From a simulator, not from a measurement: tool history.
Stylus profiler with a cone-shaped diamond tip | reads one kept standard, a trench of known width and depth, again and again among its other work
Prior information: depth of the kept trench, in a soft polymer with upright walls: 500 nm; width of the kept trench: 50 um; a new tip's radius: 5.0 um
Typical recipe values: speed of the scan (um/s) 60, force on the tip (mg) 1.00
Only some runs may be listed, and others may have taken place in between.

run,hour,speed of the scan (um/s),force on the tip (mg),depth of the trench (nm),width of the trench's floor (nm)
1,0.0,60,1.00,499.72,44350
2,49.7,60,1.00,499.74,44280
3,103.7,205,1.00,499.68,43370
4,184.9,60,1.00,499.42,44290
5,225.1,60,1.00,499.41,44240
6,272.5,60,1.00,499.22,44250
7,330.1,60,1.00,499.27,44220
8,375.0,60,1.00,499.36,44250
9,420.9,60,1.00,499.39,44230
10,499.2,60,1.00,499.11,44170
11,536.7,60,1.00,499.02,44150
12,614.7,60,1.00,499.25,44220
13,652.2,60,1.00,498.92,44140
14,704.2,73,1.00,498.94,44060
15,757.3,73,1.00,498.98,44020
16,795.8,73,1.00,498.95,44000
17,837.1,60,1.00,498.42,44090
18,904.2,60,0.34,497.60,43770
19,983.1,60,0.34,497.62,43750
# hour 1022.1: height scale calibrated on a step standard
20,1026.7,215,0.82,502.02,42920

Run 21 is up next; what results do you expect?
21,1077.1,15,0.40,?,?

Logged for run 21: depth of the trench (nm) 501.27, width of the trench's floor (nm) 44250.
Without the tool's hidden state the same run would have given depth of the trench (nm) 501.07, width of the trench's floor (nm) 45470.
